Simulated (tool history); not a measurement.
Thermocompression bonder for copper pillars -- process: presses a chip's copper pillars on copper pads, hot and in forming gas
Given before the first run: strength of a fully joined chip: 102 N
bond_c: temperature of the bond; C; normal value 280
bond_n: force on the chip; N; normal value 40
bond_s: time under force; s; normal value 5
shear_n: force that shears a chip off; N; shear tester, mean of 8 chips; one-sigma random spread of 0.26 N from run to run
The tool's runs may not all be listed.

run,hour,bond_c,bond_n,bond_s,shear_n
1,0,280,40,5,76
2,13.2,280,40,5,75.5
3,34.2,280,40,5,75.5
4,46.7,280,40,14,90.6
5,68.7,280,40,14,91.3
6,85.1,280,40,14,91.2
7,109.7,280,40,14,90.8
# hour 126.9: heater calibrated with a thermocouple chip
8,131.9,280,52,14,97
9,150.9,262,52,14,91.4
10,167.1,280,40,13,90.2
11,189.3,280,40,13,89.5
12,213.7,280,40,13,90.1
13,234.3,280,40,13,90.3
14,254.6,280,40,13,90.7
15,273.3,280,40,4,71.2
16,290,280,40,4,71.4
17,310,280,40,4,71.4
# hour 321: forming gas filter changed
18,321.4,280,40,4,71.4
19,335.8,280,40,6,79
20,353.9,273,31,3,51.3
21,369.5,273,31,3,51.3
22,394.1,273,31,3,51.5
23,405.3,273,56,9,92.4
24,424.7,280,40,7,81.5
25,443.7,280,40,7,81.4
26,466.3,280,40,7,81
27,479.2,280,40,7,81.4
28,504.2,280,40,7,81.5
29,521,295,40,5,83.2
30,544.7,300,36,3,72.6
31,559.9,300,36,3,72.7
32,581.3,262,24,10,55.7
33,599.6,262,24,10,55.5
34,610.6,271,38,5,68.4
35,624.9,271,38,5,68.6
36,637.9,298,40,11,93.9
37,649.2,298,40,12,94.7

What if the next run were any one of these 5? Each begins from the tool's condition after run 37:
A,665.2,280,33,5,?
B,665.2,264,34,12,?
C,665.2,263,27,5,?
D,665.2,272,45,13,?
E,665.2,300,32,3,?

run,shear_n
A,67.1
B,75.4
C,49.3
D,90.9
E,67.8
Without the tool's unlogged condition, the same runs would have read:
run,shear_n
A,67.1
B,75.4
C,49.2
D,91
E,67.8
